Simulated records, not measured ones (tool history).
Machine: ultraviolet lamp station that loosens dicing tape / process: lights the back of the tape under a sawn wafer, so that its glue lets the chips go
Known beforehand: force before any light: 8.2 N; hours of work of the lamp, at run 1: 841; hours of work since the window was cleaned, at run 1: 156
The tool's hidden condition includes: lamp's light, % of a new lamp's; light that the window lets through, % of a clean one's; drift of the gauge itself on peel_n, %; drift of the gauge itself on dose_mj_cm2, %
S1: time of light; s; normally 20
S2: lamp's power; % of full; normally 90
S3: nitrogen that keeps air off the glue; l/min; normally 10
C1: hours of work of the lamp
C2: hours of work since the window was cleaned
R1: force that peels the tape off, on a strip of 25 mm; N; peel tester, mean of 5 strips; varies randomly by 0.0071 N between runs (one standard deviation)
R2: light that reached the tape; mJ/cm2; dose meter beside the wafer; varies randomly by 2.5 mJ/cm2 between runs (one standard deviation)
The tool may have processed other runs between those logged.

{"run": 1, "day": 0.0, "S1": 20, "S2": 90, "S3": 10, "C1": 841, "C2": 156, "R1": 0.385, "R2": 239}
{"run": 2, "day": 2.171, "S1": 20, "S2": 90, "S3": 10, "C1": 879, "C2": 194, "R1": 0.416, "R2": 237}
{"run": 3, "day": 3.429, "S1": 20, "S2": 90, "S3": 10, "C1": 901, "C2": 217, "R1": 0.411, "R2": 232}
{"run": 4, "day": 5.321, "S1": 16, "S2": 90, "S3": 10, "C1": 935, "C2": 250, "R1": 0.707, "R2": 184}
{"run": 5, "day": 6.338, "S1": 16, "S2": 90, "S3": 10, "C1": 953, "C2": 268, "R1": 0.719, "R2": 183}
{"run": 6, "day": 7.688, "S1": 20, "S2": 90, "S3": 10, "C1": 977, "C2": 292, "R1": 0.468, "R2": 229}
{"run": 7, "day": 9.425, "S1": 20, "S2": 90, "S3": 10, "C1": 1008, "C2": 323, "R1": 0.493, "R2": 220}
{"run": 8, "day": 10.633, "S1": 20, "S2": 90, "S3": 10, "C1": 1029, "C2": 344, "R1": 0.503, "R2": 218}
{"run": 9, "day": 12.008, "S1": 20, "S2": 90, "S3": 10, "C1": 1053, "C2": 369, "R1": 0.52, "R2": 215}
{"run": 10, "day": 13.021, "S1": 20, "S2": 90, "S3": 10, "C1": 1071, "C2": 387, "R1": 0.514, "R2": 218}
{"run": 11, "day": 14.233, "S1": 20, "S2": 78, "S3": 4, "C1": 1093, "C2": 408, "R1": 1.429, "R2": 184}
{"run": 12, "day": 16.067, "S1": 20, "S2": 78, "S3": 3, "C1": 1125, "C2": 441, "R1": 1.697, "R2": 178}
{"run": 13, "day": 17.392, "S1": 20, "S2": 90, "S3": 6, "C1": 1149, "C2": 464, "R1": 0.854, "R2": 206}
{"day": 19.062, "done": "window cleaned of glue's vapour"}
{"run": 14, "day": 19.538, "S1": 20, "S2": 90, "S3": 12, "C1": 1186, "C2": 8, "R1": 0.396, "R2": 223}
{"run": 15, "day": 20.946, "S1": 20, "S2": 94, "S3": 13, "C1": 1211, "C2": 33, "R1": 0.356, "R2": 232}
{"run": 16, "day": 22.3, "S1": 29, "S2": 94, "S3": 13, "C1": 1235, "C2": 57, "R1": 0.205, "R2": 334}
{"run": 17, "day": 23.512, "S1": 29, "S2": 62, "S3": 5, "C1": 1257, "C2": 79, "R1": 0.868, "R2": 213}
{"run": 18, "day": 24.4, "S1": 29, "S2": 62, "S3": 5, "C1": 1273, "C2": 95, "R1": 0.92, "R2": 212}

Predict each of these 4 candidate next runs independently; none follows another, all start after run 18:
{"run": "A", "day": 26.188, "S1": 30, "S2": 90, "S3": 5, "C1": 1304, "C2": 126, "R1": "?", "R2": "?"}
{"run": "B", "day": 26.188, "S1": 13, "S2": 82, "S3": 13, "C1": 1304, "C2": 126, "R1": "?", "R2": "?"}
{"run": "C", "day": 26.188, "S1": 20, "S2": 74, "S3": 10, "C1": 1304, "C2": 126, "R1": "?", "R2": "?"}
{"run": "D", "day": 26.188, "S1": 20, "S2": 71, "S3": 10, "C1": 1304, "C2": 126, "R1": "?", "R2": "?"}

run=A R1=0.410 R2=312
run=B R1=1.241 R2=122
run=C R1=0.801 R2=174
run=D R1=0.868 R2=170
Take away the tool's hidden state, keep each run's random variation, and the runs would have read:
run=A R1=0.217 R2=464
run=B R1=0.580 R2=181
run=C R1=0.358 R2=257
run=D R1=0.397 R2=250

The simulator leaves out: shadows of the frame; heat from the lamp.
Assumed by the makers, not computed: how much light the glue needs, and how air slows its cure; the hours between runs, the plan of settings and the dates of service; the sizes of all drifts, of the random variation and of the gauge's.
